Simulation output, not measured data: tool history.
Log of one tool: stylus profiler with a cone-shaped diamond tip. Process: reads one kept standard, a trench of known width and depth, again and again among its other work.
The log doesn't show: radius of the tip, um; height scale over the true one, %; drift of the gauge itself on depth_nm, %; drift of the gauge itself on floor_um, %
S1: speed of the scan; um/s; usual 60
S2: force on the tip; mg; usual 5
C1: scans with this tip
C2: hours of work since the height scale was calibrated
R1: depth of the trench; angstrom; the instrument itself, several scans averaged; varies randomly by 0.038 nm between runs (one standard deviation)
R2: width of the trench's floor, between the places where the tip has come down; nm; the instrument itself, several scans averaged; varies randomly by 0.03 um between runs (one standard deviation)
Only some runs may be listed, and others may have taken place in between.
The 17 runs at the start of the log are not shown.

run 18 hour=233.6 | S1=60 S2=5 | C1=692 C2=6 | R1=1011.9 R2=98280
run 19 hour=252.9 | S1=60 S2=5 | C1=739 C2=14 | R1=1011.6 R2=98200
run 20 hour=272.8 | S1=60 S2=5 | C1=786 C2=23 | R1=1010.9 R2=98220
run 21 hour=287.3 | S1=60 S2=5 | C1=821 C2=28 | R1=1011.2 R2=98270
-- hour=298.3 height scale calibrated on a step standard, once more
run 22 hour=302.1 | S1=60 S2=5 | C1=856 C2=2 | R1=1010.9 R2=98260
run 23 hour=322.1 | S1=60 S2=5 | C1=904 C2=10 | R1=1011.9 R2=98290
run 24 hour=333.1 | S1=48 S2=2.75 | C1=930 C2=14 | R1=1007.3 R2=98180
run 25 hour=346.7 | S1=65 S2=4.33 | C1=963 C2=20 | R1=1010.4 R2=98140
run 26 hour=364.8 | S1=20 S2=4.33 | C1=1006 C2=27 | R1=1009.6 R2=98330
run 27 hour=383.4 | S1=73 S2=4.8 | C1=1051 C2=35 | R1=1010.8 R2=98110
run 28 hour=392 | S1=73 S2=4.8 | C1=1072 C2=39 | R1=1010.1 R2=98120
run 29 hour=406.5 | S1=39 S2=4.24 | C1=1106 C2=44 | R1=1010.1 R2=98300
run 30 hour=416.9 | S1=39 S2=4.24 | C1=1132 C2=49 | R1=1009.7 R2=98320
run 31 hour=432.5 | S1=60 S2=3.57 | C1=1169 C2=55 | R1=1008.1 R2=98110
run 32 hour=452.6 | S1=213 S2=2.27 | C1=1217 C2=63 | R1=1006.8 R2=97060
run 33 hour=468.8 | S1=44 S2=10.8 | C1=1256 C2=70 | R1=1018.4 R2=98290
run 34 hour=484 | S1=206 S2=2.69 | C1=1293 C2=76 | R1=1006.8 R2=97210

Run 35 is up next; what results do you expect?
run 35 hour=492.5 | S1=171 S2=2.69 | C1=1313 C2=80 | R1=? R2=?

{"run 35": {"R1": 1006.7, "R2": 97440}}
Minus the tool's unlogged condition, the same run would have read R1 1007.2 angstrom, R2 97640 nm.
